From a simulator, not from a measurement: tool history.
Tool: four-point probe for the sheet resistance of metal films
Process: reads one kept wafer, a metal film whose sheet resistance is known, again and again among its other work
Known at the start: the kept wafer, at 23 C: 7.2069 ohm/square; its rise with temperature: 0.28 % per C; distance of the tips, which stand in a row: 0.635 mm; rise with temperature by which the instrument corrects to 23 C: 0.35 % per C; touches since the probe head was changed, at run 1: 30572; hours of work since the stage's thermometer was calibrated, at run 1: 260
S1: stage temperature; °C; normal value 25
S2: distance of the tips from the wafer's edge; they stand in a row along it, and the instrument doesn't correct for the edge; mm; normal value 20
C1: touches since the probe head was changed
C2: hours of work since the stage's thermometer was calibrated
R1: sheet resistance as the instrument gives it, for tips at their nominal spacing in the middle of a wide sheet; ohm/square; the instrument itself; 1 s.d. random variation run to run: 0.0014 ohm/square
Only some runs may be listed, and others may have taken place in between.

{"run": 1, "day": 0.0, "S1": 25, "S2": 20, "C1": 30572, "C2": 260, "R1": 7.247003}
{"run": 2, "day": 0.583, "S1": 19, "S2": 20, "C1": 31128, "C2": 268, "R1": 7.27611}
{"run": 3, "day": 1.971, "S1": 35, "S2": 20, "C1": 32443, "C2": 285, "R1": 7.198395}
{"run": 4, "day": 2.65, "S1": 35, "S2": 20, "C1": 33090, "C2": 293, "R1": 7.201814}
{"run": 5, "day": 3.425, "S1": 35, "S2": 20, "C1": 33827, "C2": 302, "R1": 7.202232}
{"run": 6, "day": 4.275, "S1": 25, "S2": 20, "C1": 34635, "C2": 313, "R1": 7.249646}
{"day": 4.388, "done": "stage's thermometer calibrated"}
{"run": 7, "day": 5.696, "S1": 25, "S2": 6, "C1": 35963, "C2": 16, "R1": 7.288765}
{"run": 8, "day": 6.825, "S1": 18, "S2": 22, "C1": 37035, "C2": 30, "R1": 7.284419}
{"run": 9, "day": 7.742, "S1": 25, "S2": 46, "C1": 37907, "C2": 41, "R1": 7.243268}
{"run": 10, "day": 8.779, "S1": 25, "S2": 46, "C1": 38891, "C2": 54, "R1": 7.247367}

Estimate the outcome of run 11 from the log above:
{"run": 11, "day": 9.583, "S1": 25, "S2": 46, "C1": 39657, "C2": 64, "R1": "?"}

R1: 7.246947 ohm/square
With no hidden state in the tool, this same run would have given R1 7.197075 ohm/square.

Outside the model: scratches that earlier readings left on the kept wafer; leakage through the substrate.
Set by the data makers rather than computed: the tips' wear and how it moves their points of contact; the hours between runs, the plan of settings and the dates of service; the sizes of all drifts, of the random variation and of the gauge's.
